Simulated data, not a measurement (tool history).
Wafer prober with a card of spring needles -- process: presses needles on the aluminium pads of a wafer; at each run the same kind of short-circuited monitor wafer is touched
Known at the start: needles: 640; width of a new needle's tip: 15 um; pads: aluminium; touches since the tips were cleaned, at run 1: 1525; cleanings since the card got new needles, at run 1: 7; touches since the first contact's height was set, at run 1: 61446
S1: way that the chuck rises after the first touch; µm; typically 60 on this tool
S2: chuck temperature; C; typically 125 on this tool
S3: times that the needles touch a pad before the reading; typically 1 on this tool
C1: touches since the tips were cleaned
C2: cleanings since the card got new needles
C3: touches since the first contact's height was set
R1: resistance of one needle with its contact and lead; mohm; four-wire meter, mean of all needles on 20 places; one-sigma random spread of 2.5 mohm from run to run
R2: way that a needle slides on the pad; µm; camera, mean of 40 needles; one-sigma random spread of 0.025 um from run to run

run 1 day=0.000 | S1=60 S2=125 S3=1 | C1=1525 C2=7 C3=61446 | R1=284 R2=8.30
run 2 day=0.458 | S1=60 S2=125 S3=1 | C1=6666 C2=7 C3=66587 | R1=288 R2=8.31
-- day=0.529 tips cleaned on abrasive film
run 3 day=0.842 | S1=60 S2=125 S3=1 | C1=3498 C2=8 C3=70836 | R1=281 R2=8.28
-- day=1.192 tips cleaned on abrasive film
run 4 day=1.308 | S1=60 S2=125 S3=1 | C1=1299 C2=9 C3=76025 | R1=282 R2=8.35
-- day=1.842 tips cleaned on abrasive film
run 5 day=1.892 | S1=42 S2=125 S3=1 | C1=553 C2=10 C3=82528 | R1=294 R2=5.86
run 6 day=2.188 | S1=42 S2=125 S3=1 | C1=3867 C2=10 C3=85842 | R1=291 R2=5.81
-- day=2.496 tips cleaned on abrasive film
run 7 day=2.612 | S1=42 S2=125 S3=1 | C1=1333 C2=11 C3=90566 | R1=292 R2=5.84
run 8 day=2.879 | S1=42 S2=125 S3=1 | C1=4299 C2=11 C3=93532 | R1=293 R2=5.83
-- day=3.154 tips cleaned on abrasive film
run 9 day=3.396 | S1=42 S2=125 S3=1 | C1=2686 C2=12 C3=99289 | R1=293 R2=5.84
-- day=3.808 tips cleaned on abrasive film
run 10 day=3.954 | S1=42 S2=125 S3=1 | C1=1622 C2=13 C3=105512 | R1=294 R2=5.84
run 11 day=4.317 | S1=60 S2=125 S3=1 | C1=5685 C2=13 C3=109575 | R1=284 R2=8.36
-- day=4.462 tips cleaned on abrasive film
run 12 day=4.604 | S1=60 S2=125 S3=1 | C1=1574 C2=14 C3=112767 | R1=287 R2=8.44
run 13 day=4.996 | S1=53 S2=125 S3=1 | C1=5963 C2=14 C3=117156 | R1=289 R2=7.42
-- day=5.138 tips cleaned on abrasive film
run 14 day=5.392 | S1=53 S2=125 S3=1 | C1=2836 C2=15 C3=121537 | R1=285 R2=7.45
-- day=5.829 tips cleaned on abrasive film
-- day=5.888 gauge calibrated
run 15 day=5.888 | S1=53 S2=125 S3=1 | C1=671 C2=16 C3=127086 | R1=289 R2=7.31
run 16 day=6.354 | S1=60 S2=125 S3=1 | C1=5895 C2=16 C3=132310 | R1=287 R2=8.25
-- day=6.488 tips cleaned on abrasive film
run 17 day=6.871 | S1=60 S2=125 S3=1 | C1=4304 C2=17 C3=138033 | R1=284 R2=8.31
-- day=7.150 tips cleaned on abrasive film
run 18 day=7.383 | S1=60 S2=98 S3=1 | C1=2625 C2=18 C3=143753 | R1=278 R2=8.32
-- day=7.812 tips cleaned on abrasive film
run 19 day=7.921 | S1=60 S2=98 S3=1 | C1=1221 C2=19 C3=149715 | R1=278 R2=8.32
-- day=8.462 tips cleaned on abrasive film
run 20 day=8.462 | S1=66 S2=94 S3=3 | C1=0 C2=20 C3=155761 | R1=277 R2=9.16
run 21 day=8.862 | S1=60 S2=85 S3=1 | C1=4493 C2=20 C3=160254 | R1=279 R2=8.39
-- day=9.133 tips cleaned on abrasive film
run 22 day=9.229 | S1=42 S2=50 S3=2 | C1=1070 C2=21 C3=164292 | R1=269 R2=5.85
-- day=9.733 height of the first contact set anew
-- day=9.804 tips cleaned on abrasive film
run 23 day=9.808 | S1=52 S2=106 S3=3 | C1=33 C2=22 C3=787 | R1=284 R2=7.26
run 24 day=10.154 | S1=60 S2=52 S3=1 | C1=3910 C2=22 C3=4664 | R1=266 R2=8.39
-- day=10.467 tips cleaned on abrasive film
run 25 day=10.629 | S1=60 S2=52 S3=1 | C1=1846 C2=23 C3=9975 | R1=266 R2=8.39
run 26 day=11.100 | S1=61 S2=63 S3=1 | C1=7098 C2=23 C3=15227 | R1=270 R2=8.54
-- day=11.142 tips cleaned on abrasive film
run 27 day=11.492 | S1=72 S2=53 S3=3 | C1=3902 C2=24 C3=19565 | R1=265 R2=10.09
run 28 day=11.779 | S1=72 S2=53 S3=3 | C1=7129 C2=24 C3=22792 | R1=268 R2=10.11
-- day=11.833 tips cleaned on abrasive film
run 29 day=12.375 | S1=53 S2=28 S3=1 | C1=6069 C2=25 C3=29442 | R1=262 R2=7.47
-- day=12.500 tips cleaned on abrasive film
run 30 day=12.829 | S1=53 S2=39 S3=1 | C1=3705 C2=26 C3=34515 | R1=266 R2=7.46
-- day=13.150 tips cleaned on abrasive film
run 31 day=13.225 | S1=53 S2=39 S3=1 | C1=838 C2=27 C3=38874 | R1=265 R2=7.48
-- day=13.821 tips cleaned on abrasive film
run 32 day=13.838 | S1=49 S2=33 S3=1 | C1=198 C2=28 C3=45716 | R1=261 R2=6.94
-- day=14.475 tips cleaned on abrasive film
run 33 day=14.475 | S1=45 S2=63 S3=2 | C1=0 C2=29 C3=52795 | R1=276 R2=6.38
run 34 day=14.804 | S1=41 S2=28 S3=1 | C1=3708 C2=29 C3=56503 | R1=265 R2=5.83
run 35 day=15.071 | S1=71 S2=95 S3=1 | C1=6724 C2=29 C3=59519 | R1=277 R2=10.08

A few steps of R2 between consecutive runs. Split each: what settings, incoming material and random variation would produce without the hidden state, and what is left over for the hidden state, along with gauge scatter present in only one of the two compared results (measured, and without hidden state):
Hidden state at play: debris on the tips, nm; way that the needles fall short of the set height, um; tips' diameter, um; drift of the gauge itself on contact_mohm, %; drift of the gauge itself on scrub_um, %.
Run 10 -> 11: S1 42 -> 60. R2 +2.52 µm: hidden state +0.04, all else +2.48.
Run 14 -> 15: tips cleaned on abrasive film, gauge calibrated. R2 -0.14 µm: hidden state -0.13, all else -0.01.
Run 21 -> 22: S1 60 -> 42, S2 85 -> 50, S3 1 -> 2, tips cleaned on abrasive film. R2 -2.54 µm: hidden state -0.02, all else -2.52.
Run 28 -> 29: S1 72 -> 53, S2 53 -> 28, S3 3 -> 1, tips cleaned on abrasive film. R2 -2.64 µm: hidden state -0.04, all else -2.60.
Run 34 -> 35: S1 41 -> 71, S2 28 -> 95. R2 +4.25 µm: hidden state +0.12, all else +4.13.
